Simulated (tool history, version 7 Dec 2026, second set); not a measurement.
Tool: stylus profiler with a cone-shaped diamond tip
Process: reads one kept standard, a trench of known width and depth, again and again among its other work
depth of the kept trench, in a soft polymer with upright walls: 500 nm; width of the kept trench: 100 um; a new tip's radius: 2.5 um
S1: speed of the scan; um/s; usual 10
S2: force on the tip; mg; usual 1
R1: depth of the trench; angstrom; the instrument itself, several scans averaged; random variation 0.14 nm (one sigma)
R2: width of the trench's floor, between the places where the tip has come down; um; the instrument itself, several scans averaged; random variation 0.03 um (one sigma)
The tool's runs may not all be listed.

run 1 day=0 | S1=10 S2=1 | R1=5036.8 R2=96.97
run 2 day=1.696 | S1=10 S2=1 | R1=5035.2 R2=96.94
run 3 day=3.708 | S1=10 S2=1 | R1=5039.1 R2=96.92
run 4 day=5.817 | S1=10 S2=1 | R1=5034.5 R2=96.88
run 5 day=7.7 | S1=10 S2=1.4 | R1=5047 R2=96.9
run 6 day=10.238 | S1=10 S2=1.4 | R1=5046.6 R2=96.89
run 7 day=11.508 | S1=10 S2=1.4 | R1=5044.7 R2=96.94
run 8 day=13.125 | S1=10 S2=1.4 | R1=5041.7 R2=96.96
run 9 day=14.633 | S1=10 S2=1.4 | R1=5043.8 R2=96.91
run 10 day=17.079 | S1=10 S2=1.4 | R1=5043 R2=96.97
run 11 day=18.4 | S1=10 S2=1.4 | R1=5041 R2=96.93
run 12 day=20.05 | S1=10 S2=1.19 | R1=5037 R2=96.83
run 13 day=21.625 | S1=10 S2=1.19 | R1=5035.9 R2=96.88
run 14 day=23.417 | S1=10 S2=1.19 | R1=5034.5 R2=96.89
run 15 day=25.954 | S1=10 S2=1.19 | R1=5033.7 R2=96.92
run 16 day=28.108 | S1=10 S2=1.19 | R1=5034.2 R2=96.88
run 17 day=29.733 | S1=10 S2=1.19 | R1=5033.3 R2=96.93
run 18 day=31.221 | S1=3 S2=1.19 | R1=5033.4 R2=96.87
run 19 day=33.25 | S1=3 S2=1.19 | R1=5030.7 R2=96.88
run 20 day=34.354 | S1=3 S2=1.19 | R1=5034 R2=96.92
run 21 day=36.483 | S1=3 S2=2.04 | R1=5052.6 R2=96.91
run 22 day=37.504 | S1=3 S2=2.04 | R1=5048.8 R2=96.91
run 23 day=39.3 | S1=3 S2=1.49 | R1=5037.6 R2=96.9
run 24 day=41.008 | S1=3 S2=1.49 | R1=5038.1 R2=96.92
run 25 day=43.183 | S1=3 S2=1.49 | R1=5035.2 R2=96.91
run 26 day=45.675 | S1=3 S2=1.49 | R1=5037.1 R2=96.86
run 27 day=48.075 | S1=3 S2=1.49 | R1=5032.2 R2=96.79
run 28 day=50.392 | S1=33 S2=1.71 | R1=5040.1 R2=96.73
run 29 day=52.896 | S1=17 S2=1.17 | R1=5024.4 R2=96.78
run 30 day=55.096 | S1=22 S2=0.66 | R1=5008.3 R2=96.7
run 31 day=56.379 | S1=11 S2=1.13 | R1=5021.3 R2=96.72
run 32 day=58.467 | S1=23 S2=1.09 | R1=5022.3 R2=96.73
run 33 day=59.996 | S1=23 S2=1.09 | R1=5019.5 R2=96.73
run 34 day=62.375 | S1=3 S2=0.57 | R1=5004.1 R2=96.84
run 35 day=63.896 | S1=22 S2=1.23 | R1=5023.5 R2=96.68
run 36 day=64.971 | S1=22 S2=2.92 | R1=5061.7 R2=96.77
run 37 day=66.2 | S1=15 S2=1.47 | R1=5029.4 R2=96.75
run 38 day=67.312 | S1=15 S2=1.47 | R1=5032.2 R2=96.74
run 39 day=68.688 | S1=5 S2=1.34 | R1=5021.8 R2=96.78
run 40 day=69.742 | S1=23 S2=1.3 | R1=5024.1 R2=96.69
run 41 day=71.929 | S1=40 S2=0.95 | R1=5011.8 R2=96.56
run 42 day=73.304 | S1=15 S2=0.47 | R1=4996 R2=96.68
run 43 day=74.383 | S1=15 S2=0.47 | R1=4998.8 R2=96.66
run 44 day=76.4 | S1=2 S2=2.78 | R1=5056.9 R2=96.8
run 45 day=77.462 | S1=2 S2=2.78 | R1=5055.8 R2=96.87
run 46 day=79.004 | S1=21 S2=2.78 | R1=5056.7 R2=96.74

5 ways to go on from here, each from the tool as it stands after run 46. What would each give?
run A day=80.25 | S1=17 S2=0.39 | R1=? R2=?
run B day=80.25 | S1=37 S2=0.38 | R1=? R2=?
run C day=80.25 | S1=11 S2=1.11 | R1=? R2=?
run D day=80.25 | S1=10 S2=2.8 | R1=? R2=?
run E day=80.25 | S1=4 S2=1.44 | R1=? R2=?

run=A R1=4992.2 R2=96.63
run=B R1=4992.3 R2=96.37
run=C R1=5014.8 R2=96.7
run=D R1=5055.7 R2=96.78
run=E R1=5021.5 R2=96.8
Without the tool's hidden state the same runs would have given:
run=A R1=5023.8 R2=96.83
run=B R1=5023.9 R2=96.57
run=C R1=5046.5 R2=96.9
run=D R1=5087.7 R2=96.98
run=E R1=5053.2 R2=97

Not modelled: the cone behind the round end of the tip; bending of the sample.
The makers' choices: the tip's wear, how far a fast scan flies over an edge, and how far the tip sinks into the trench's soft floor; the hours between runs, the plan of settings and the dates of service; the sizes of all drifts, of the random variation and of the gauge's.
